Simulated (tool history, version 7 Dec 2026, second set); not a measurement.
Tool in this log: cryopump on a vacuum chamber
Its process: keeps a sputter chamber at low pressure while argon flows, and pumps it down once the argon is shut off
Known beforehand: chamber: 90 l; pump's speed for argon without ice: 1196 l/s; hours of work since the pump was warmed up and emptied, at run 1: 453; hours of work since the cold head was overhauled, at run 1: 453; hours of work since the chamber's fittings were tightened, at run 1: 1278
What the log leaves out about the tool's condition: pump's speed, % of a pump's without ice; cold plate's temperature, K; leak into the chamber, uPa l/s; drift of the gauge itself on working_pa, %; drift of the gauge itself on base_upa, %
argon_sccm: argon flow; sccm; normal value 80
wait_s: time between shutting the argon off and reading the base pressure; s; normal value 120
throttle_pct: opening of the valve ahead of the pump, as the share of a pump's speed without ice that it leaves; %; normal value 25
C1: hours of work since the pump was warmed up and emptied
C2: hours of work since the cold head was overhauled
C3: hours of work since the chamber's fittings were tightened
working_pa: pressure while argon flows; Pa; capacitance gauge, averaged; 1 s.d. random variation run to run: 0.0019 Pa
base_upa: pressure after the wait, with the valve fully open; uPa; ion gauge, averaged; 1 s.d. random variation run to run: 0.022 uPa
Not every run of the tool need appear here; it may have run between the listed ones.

Run 1, hour 0.0: usual settings; C1 453; C2 453; C3 1278. Result: working_pa 0.4670 Pa, base_upa 2.37 uPa.
Run 2, hour 12.4: usual settings; C1 462; C2 462; C3 1286. Result: working_pa 0.4664 Pa, base_upa 2.40 uPa.
Run 3, hour 29.8: usual settings but argon_sccm 104 sccm; C1 474; C2 474; C3 1299. Result: working_pa 0.6108 Pa, base_upa 2.44 uPa.
Run 4, hour 48.5: usual settings but throttle_pct 54 %; C1 488; C2 488; C3 1312. Result: working_pa 0.2272 Pa, base_upa 2.49 uPa.
Run 5, hour 57.4: usual settings; C1 494; C2 494; C3 1318. Result: working_pa 0.4664 Pa, base_upa 2.57 uPa.
Run 6, hour 67.9: usual settings but throttle_pct 30 %; C1 501; C2 501; C3 1326. Result: working_pa 0.3982 Pa, base_upa 2.45 uPa.
At hour 78.6: pump warmed up, emptied and cooled again.
Run 7, hour 82.2: usual settings but throttle_pct 30 %; C1 3; C2 508; C3 1332. Result: working_pa 0.3777 Pa, base_upa 2.27 uPa.
Run 8, hour 102.0: usual settings but throttle_pct 53 %; C1 17; C2 522; C3 1346. Result: working_pa 0.2148 Pa, base_upa 2.23 uPa.
Run 9, hour 122.0: usual settings but wait_s 253 s; C1 31; C2 536; C3 1360. Result: working_pa 0.4550 Pa, base_upa 2.07 uPa.
Run 10, hour 141.2: usual settings but wait_s 253 s; C1 44; C2 549; C3 1374. Result: working_pa 0.4565 Pa, base_upa 2.14 uPa.
Run 11, hour 155.4: usual settings but wait_s 253 s; C1 54; C2 559; C3 1384. Result: working_pa 0.4529 Pa, base_upa 2.15 uPa.
Run 12, hour 168.5: usual settings but argon_sccm 46 sccm, wait_s 132 s, throttle_pct 23 %; C1 63; C2 569; C3 1393. Result: working_pa 0.2804 Pa, base_upa 2.30 uPa.
Run 13, hour 184.8: usual settings but argon_sccm 140 sccm, wait_s 132 s, throttle_pct 23 %; C1 75; C2 580; C3 1404. Result: working_pa 0.8651 Pa, base_upa 2.32 uPa.
At hour 190.9: leaking fittings of the chamber tightened, without venting.
Run 14, hour 206.4: usual settings but argon_sccm 140 sccm, wait_s 42 s, throttle_pct 55 %; C1 89; C2 594; C3 11. Result: working_pa 0.3664 Pa, base_upa 1.07 uPa.
Run 15, hour 222.6: usual settings but argon_sccm 39 sccm, wait_s 187 s, throttle_pct 28 %; C1 100; C2 605; C3 22. Result: working_pa 0.1985 Pa, base_upa 0.57 uPa.
Run 16, hour 235.6: usual settings but wait_s 53 s; C1 109; C2 615; C3 32. Result: working_pa 0.4581 Pa, base_upa 0.94 uPa.

Some steps in working_pa, run to run, broken into two amounts with sign: the step expected even without the hidden condition (settings, incoming material, random variation), and the rest, left for the hidden condition together with whatever gauge scatter is not in both the measured and the hidden-condition-free result:
Run 6 -> 7: pump warmed up, emptied and cooled again. working_pa -0.0205 Pa: hidden state -0.0168, all else -0.0037.
Run 12 -> 13: argon_sccm 46 -> 140. working_pa +0.5847 Pa: hidden state +0.0039, all else +0.5808.
